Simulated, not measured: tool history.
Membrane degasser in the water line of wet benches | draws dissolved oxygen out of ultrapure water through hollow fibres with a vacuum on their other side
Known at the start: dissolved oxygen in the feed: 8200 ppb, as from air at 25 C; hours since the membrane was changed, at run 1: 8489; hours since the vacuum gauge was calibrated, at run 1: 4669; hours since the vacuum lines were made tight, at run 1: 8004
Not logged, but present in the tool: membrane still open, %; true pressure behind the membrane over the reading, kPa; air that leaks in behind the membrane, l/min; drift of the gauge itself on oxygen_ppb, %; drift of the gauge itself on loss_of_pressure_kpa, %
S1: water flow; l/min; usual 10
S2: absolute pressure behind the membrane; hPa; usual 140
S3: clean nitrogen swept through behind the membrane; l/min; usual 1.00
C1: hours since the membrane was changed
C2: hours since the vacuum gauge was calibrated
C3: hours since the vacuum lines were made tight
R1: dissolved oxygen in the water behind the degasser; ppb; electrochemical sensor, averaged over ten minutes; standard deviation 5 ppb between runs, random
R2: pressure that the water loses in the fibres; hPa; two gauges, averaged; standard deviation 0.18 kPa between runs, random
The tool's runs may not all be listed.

Run 1, hour 0.0: usual settings; C1 8489; C2 4669; C3 8004. Result: R1 521.0 ppb, R2 341.8 hPa.
At hour 210.8: seals of the vacuum lines changed.
Run 2, hour 283.3: usual settings; C1 8771; C2 4950; C3 73. Result: R1 513.7 ppb, R2 338.9 hPa.
Run 3, hour 567.4: usual settings; C1 9055; C2 5234; C3 357. Result: R1 522.5 ppb, R2 343.2 hPa.
Run 4, hour 839.7: usual settings but S1 15 l/min; C1 9327; C2 5507; C3 629. Result: R1 785.9 ppb, R2 512.1 hPa.
At hour 914.8: vacuum gauge calibrated.
Run 5, hour 974.7: usual settings but S1 15 l/min; C1 9461; C2 60; C3 763. Result: R1 785.9 ppb, R2 516.2 hPa.
Run 6, hour 1258.2: usual settings but S1 15 l/min; C1 9745; C2 343; C3 1047. Result: R1 787.9 ppb, R2 510.6 hPa.
Run 7, hour 1409.9: usual settings but S1 15 l/min; C1 9897; C2 495; C3 1199. Result: R1 785.1 ppb, R2 514.3 hPa.
Run 8, hour 1721.3: usual settings but S1 8 l/min; C1 10208; C2 807; C3 1510. Result: R1 411.5 ppb, R2 272.2 hPa.
Run 9, hour 1884.0: usual settings but S1 8 l/min; C1 10371; C2 969; C3 1673. Result: R1 411.3 ppb, R2 273.0 hPa.
Run 10, hour 2048.3: usual settings but S1 8 l/min; C1 10535; C2 1133; C3 1837. Result: R1 409.1 ppb, R2 275.4 hPa.
Run 11, hour 2327.9: usual settings but S1 8 l/min; C1 10815; C2 1413; C3 2117. Result: R1 408.3 ppb, R2 275.5 hPa.
Run 12, hour 2641.0: usual settings but S1 8 l/min, S2 289 hPa; C1 11128; C2 1726; C3 2430. Result: R1 664.5 ppb, R2 274.4 hPa.
Run 13, hour 2888.3: usual settings but S1 8 l/min, S2 289 hPa; C1 11375; C2 1974; C3 2677. Result: R1 666.2 ppb, R2 275.2 hPa.
Run 14, hour 3179.1: usual settings but S1 8 l/min, S2 289 hPa; C1 11666; C2 2264; C3 2968. Result: R1 670.9 ppb, R2 277.4 hPa.
Run 15, hour 3440.1: usual settings but S1 8 l/min, S2 289 hPa; C1 11927; C2 2525; C3 3229. Result: R1 672.4 ppb, R2 275.1 hPa.
Run 16, hour 3713.4: usual settings but S1 8 l/min, S2 289 hPa; C1 12200; C2 2799; C3 3502. Result: R1 667.0 ppb, R2 277.7 hPa.
Run 17, hour 4001.8: usual settings but S1 8 l/min, S2 289 hPa; C1 12489; C2 3087; C3 3791. Result: R1 670.8 ppb, R2 276.6 hPa.
Run 18, hour 4273.7: usual settings but S1 12 l/min, S2 106 hPa; C1 12760; C2 3359; C3 4062. Result: R1 552.0 ppb, R2 413.2 hPa.
Run 19, hour 4566.1: usual settings but S1 12 l/min, S2 106 hPa; C1 13053; C2 3651; C3 4355. Result: R1 554.7 ppb, R2 414.5 hPa.
Run 20, hour 4782.6: usual settings but S1 12 l/min, S2 106 hPa; C1 13269; C2 3868; C3 4571. Result: R1 575.7 ppb, R2 417.6 hPa.
Run 21, hour 4982.9: usual settings but S1 12 l/min, S2 106 hPa; C1 13470; C2 4068; C3 4772. Result: R1 568.6 ppb, R2 418.0 hPa.
Run 22, hour 5170.8: usual settings but S3 1.14 l/min; C1 13658; C2 4256; C3 4960. Result: R1 501.1 ppb, R2 345.1 hPa.
Run 23, hour 5390.5: usual settings but S3 1.14 l/min; C1 13877; C2 4476; C3 5179. Result: R1 505.7 ppb, R2 349.5 hPa.
Run 24, hour 5616.6: usual settings but S2 141 hPa, S3 2.64 l/min; C1 14103; C2 4702; C3 5405. Result: R1 396.2 ppb, R2 346.1 hPa.
Run 25, hour 5786.4: usual settings but S1 6 l/min, S2 271 hPa, S3 0.60 l/min; C1 14273; C2 4872; C3 5575. Result: R1 680.1 ppb, R2 206.0 hPa.
Run 26, hour 6026.9: usual settings but S1 6 l/min, S2 271 hPa, S3 0.60 l/min; C1 14514; C2 5112; C3 5816. Result: R1 675.2 ppb, R2 209.2 hPa.
Run 27, hour 6335.2: usual settings but S1 6 l/min, S2 271 hPa, S3 0.60 l/min; C1 14822; C2 5420; C3 6124. Result: R1 682.3 ppb, R2 211.5 hPa.
At hour 6506.8: vacuum gauge calibrated.
Run 28, hour 6609.2: usual settings but S1 6 l/min, S2 271 hPa, S3 0.60 l/min; C1 15095; C2 102; C3 6397. Result: R1 682.0 ppb, R2 207.0 hPa.
Run 29, hour 6821.4: usual settings but S1 6 l/min, S2 271 hPa, S3 0.60 l/min; C1 15308; C2 315; C3 6610. Result: R1 695.6 ppb, R2 209.9 hPa.
Run 30, hour 7027.6: usual settings but S1 6 l/min, S2 271 hPa, S3 0.60 l/min; C1 15514; C2 521; C3 6816. Result: R1 683.4 ppb, R2 204.6 hPa.
Run 31, hour 7266.5: usual settings but S1 9 l/min, S2 137 hPa, S3 1.52 l/min; C1 15753; C2 760; C3 7055. Result: R1 413.6 ppb, R2 317.7 hPa.
Run 32, hour 7461.5: usual settings but S1 8 l/min, S2 142 hPa, S3 1.54 l/min; C1 15948; C2 955; C3 7250. Result: R1 365.9 ppb, R2 278.7 hPa.

Here are 3 independent what-if runs from the current tool condition. What would each one return?
Run A, hour 7626.5: usual settings but S1 14 l/min, S2 159 hPa, S3 1.07 l/min; C1 16113; C2 1120; C3 7415. Result: R1 ?, R2 ?.
Run B, hour 7626.5: usual settings; C1 16113; C2 1120; C3 7415. Result: R1 ?, R2 ?.
Run C, hour 7626.5: usual settings but S1 13 l/min, S2 148 hPa, S3 2.88 l/min; C1 16113; C2 1120; C3 7415. Result: R1 ?, R2 ?.

run     R1     R2
  A  800.4  486.5
  B  551.4  350.3
  C  539.4  454.7
The same runs, with their run-to-run variation unchanged, on a tool lacking any hidden condition would have given:
run     R1     R2
  A  740.2  464.2
  B  502.6  334.3
  C  482.3  433.9
